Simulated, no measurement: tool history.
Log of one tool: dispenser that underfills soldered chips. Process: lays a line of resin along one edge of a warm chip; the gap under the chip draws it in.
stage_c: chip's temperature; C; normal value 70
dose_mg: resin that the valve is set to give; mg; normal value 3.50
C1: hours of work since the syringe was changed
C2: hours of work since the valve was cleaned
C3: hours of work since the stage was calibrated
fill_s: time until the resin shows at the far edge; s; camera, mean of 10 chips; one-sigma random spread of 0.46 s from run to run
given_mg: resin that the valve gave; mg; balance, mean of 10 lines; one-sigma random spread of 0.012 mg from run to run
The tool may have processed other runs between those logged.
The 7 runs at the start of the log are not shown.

{"run": 8, "day": 0.983, "stage_c": 68, "dose_mg": 3.99, "C1": 4, "C2": 36, "C3": 111, "fill_s": 44.0, "given_mg": 3.9}
{"day": 1.079, "done": "new syringe of resin"}
{"run": 9, "day": 1.104, "stage_c": 70, "dose_mg": 3.5, "C1": 0, "C2": 38, "C3": 113, "fill_s": 35.9, "given_mg": 3.42}
{"run": 10, "day": 1.296, "stage_c": 70, "dose_mg": 3.5, "C1": 4, "C2": 41, "C3": 116, "fill_s": 42.3, "given_mg": 3.43}
{"day": 1.371, "done": "new syringe of resin"}
{"run": 11, "day": 1.521, "stage_c": 70, "dose_mg": 3.5, "C1": 3, "C2": 45, "C3": 120, "fill_s": 39.5, "given_mg": 3.41}
{"run": 12, "day": 1.617, "stage_c": 70, "dose_mg": 3.5, "C1": 5, "C2": 47, "C3": 122, "fill_s": 43.1, "given_mg": 3.42}
{"day": 1.667, "done": "new syringe of resin"}
{"run": 13, "day": 1.808, "stage_c": 70, "dose_mg": 3.5, "C1": 3, "C2": 50, "C3": 125, "fill_s": 38.6, "given_mg": 3.41}
{"run": 14, "day": 1.892, "stage_c": 70, "dose_mg": 3.5, "C1": 4, "C2": 52, "C3": 127, "fill_s": 42.0, "given_mg": 3.39}
{"day": 1.958, "done": "new syringe of resin"}
{"run": 15, "day": 2.012, "stage_c": 70, "dose_mg": 3.5, "C1": 1, "C2": 54, "C3": 129, "fill_s": 35.5, "given_mg": 3.39}
{"run": 16, "day": 2.212, "stage_c": 70, "dose_mg": 3.5, "C1": 5, "C2": 58, "C3": 133, "fill_s": 42.1, "given_mg": 3.37}
{"day": 2.238, "done": "new syringe of resin"}
{"day": 2.462, "done": "dispensing valve cleaned and set on the balance"}
{"run": 17, "day": 2.467, "stage_c": 70, "dose_mg": 3.5, "C1": 4, "C2": 0, "C3": 136, "fill_s": 39.1, "given_mg": 3.5}
{"day": 2.567, "done": "new syringe of resin"}
{"run": 18, "day": 2.638, "stage_c": 70, "dose_mg": 3.43, "C1": 1, "C2": 3, "C3": 139, "fill_s": 36.1, "given_mg": 3.41}
{"run": 19, "day": 2.792, "stage_c": 76, "dose_mg": 3.04, "C1": 4, "C2": 6, "C3": 142, "fill_s": 35.8, "given_mg": 3.04}
{"day": 2.85, "done": "new syringe of resin"}
{"run": 20, "day": 2.996, "stage_c": 59, "dose_mg": 4.08, "C1": 3, "C2": 10, "C3": 146, "fill_s": 54.3, "given_mg": 4.05}
{"day": 3.129, "done": "new syringe of resin"}
{"run": 21, "day": 3.154, "stage_c": 59, "dose_mg": 4.08, "C1": 0, "C2": 12, "C3": 149, "fill_s": 47.6, "given_mg": 4.04}
{"run": 22, "day": 3.346, "stage_c": 74, "dose_mg": 3.25, "C1": 4, "C2": 16, "C3": 152, "fill_s": 36.4, "given_mg": 3.23}

What will run 23 give?
{"day": 3.421, "done": "new syringe of resin"}
{"run": 23, "day": 3.542, "stage_c": 70, "dose_mg": 4.41, "C1": 2, "C2": 19, "C3": 156, "fill_s": "?", "given_mg": "?"}

{"run 23": {"fill_s": 36.6, "given_mg": 4.36}}
Take away the tool's hidden state, keep the run-to-run variation as it was, and the same run would have given fill_s 34.2 s, given_mg 4.41 mg.

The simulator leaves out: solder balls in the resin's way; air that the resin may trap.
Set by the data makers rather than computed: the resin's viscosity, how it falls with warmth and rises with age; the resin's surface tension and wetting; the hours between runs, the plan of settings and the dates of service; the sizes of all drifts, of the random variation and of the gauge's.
